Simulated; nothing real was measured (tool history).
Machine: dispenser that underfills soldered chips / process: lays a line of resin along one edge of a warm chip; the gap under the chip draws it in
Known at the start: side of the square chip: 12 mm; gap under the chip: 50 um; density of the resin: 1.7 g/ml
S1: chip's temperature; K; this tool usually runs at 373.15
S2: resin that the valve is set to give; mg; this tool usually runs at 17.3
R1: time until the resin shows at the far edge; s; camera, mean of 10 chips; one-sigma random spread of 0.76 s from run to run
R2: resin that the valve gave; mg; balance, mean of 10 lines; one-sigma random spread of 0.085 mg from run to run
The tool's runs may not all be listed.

run 1 hour=0.0 | S1=373.15 S2=17.3 | R1=66.8 R2=17.36
run 2 hour=7.9 | S1=373.15 S2=17.3 | R1=86.3 R2=17.16
-- hour=12.3 new syringe of resin
run 3 hour=13.1 | S1=373.15 S2=17.3 | R1=65.0 R2=17.11
run 4 hour=18.1 | S1=373.15 S2=22.1 | R1=76.1 R2=21.93
run 5 hour=22.8 | S1=373.15 S2=22.1 | R1=92.2 R2=21.63
-- hour=25.8 new syringe of resin
run 6 hour=28.1 | S1=373.15 S2=19.2 | R1=69.4 R2=18.64
run 7 hour=36.2 | S1=373.15 S2=19.2 | R1=89.8 R2=18.85
-- hour=39.6 new syringe of resin
run 8 hour=43.2 | S1=373.15 S2=19.2 | R1=71.1 R2=18.46
run 9 hour=48.4 | S1=373.15 S2=19.2 | R1=84.8 R2=18.54
-- hour=53.2 new syringe of resin
run 10 hour=58.1 | S1=373.15 S2=19.2 | R1=73.2 R2=18.51
run 11 hour=65.5 | S1=373.15 S2=17.3 | R1=101.8 R2=16.55
-- hour=66.6 new syringe of resin
run 12 hour=71.9 | S1=375.15 S2=20.3 | R1=70.4 R2=19.13
run 13 hour=77.7 | S1=375.15 S2=20.1 | R1=84.5 R2=19.04
-- hour=80.2 new syringe of resin
run 14 hour=87.4 | S1=375.15 S2=20.1 | R1=74.7 R2=18.86
run 15 hour=92.2 | S1=375.15 S2=20.1 | R1=88.4 R2=18.77
-- hour=93.7 new syringe of resin
run 16 hour=101.7 | S1=387.15 S2=21.2 | R1=43.3 R2=19.65
-- hour=107.7 new syringe of resin
run 17 hour=108.3 | S1=387.15 S2=21.2 | R1=33.9 R2=19.45
run 18 hour=118.0 | S1=387.15 S2=21.2 | R1=47.8 R2=19.37
-- hour=121.4 new syringe of resin
run 19 hour=125.5 | S1=387.15 S2=21.2 | R1=38.8 R2=19.35
-- hour=134.8 new syringe of resin
run 20 hour=134.8 | S1=360.15 S2=14.9 | R1=125.8 R2=13.44
run 21 hour=144.3 | S1=360.15 S2=22.0 | R1=155.9 R2=19.75

Below are 3 alternative next runs, each starting from the tool's condition after run 21. Predict each:
-- hour=148.6 new syringe of resin
run A hour=151.7 | S1=372.15 S2=22.3 | R1=? R2=?
-- hour=148.6 new syringe of resin
run B hour=151.7 | S1=388.15 S2=19.9 | R1=? R2=?
-- hour=148.6 new syringe of resin
run C hour=151.7 | S1=375.15 S2=15.6 | R1=? R2=?

run=A R1=69.5 R2=19.84
run=B R1=35.7 R2=17.76
run=C R1=67.2 R2=13.95
The same runs, with their run-to-run variation unchanged, on a tool lacking any hidden condition would have given:
run=A R1=70.8 R2=22.27
run=B R1=35.7 R2=19.94
run=C R1=65.8 R2=15.66

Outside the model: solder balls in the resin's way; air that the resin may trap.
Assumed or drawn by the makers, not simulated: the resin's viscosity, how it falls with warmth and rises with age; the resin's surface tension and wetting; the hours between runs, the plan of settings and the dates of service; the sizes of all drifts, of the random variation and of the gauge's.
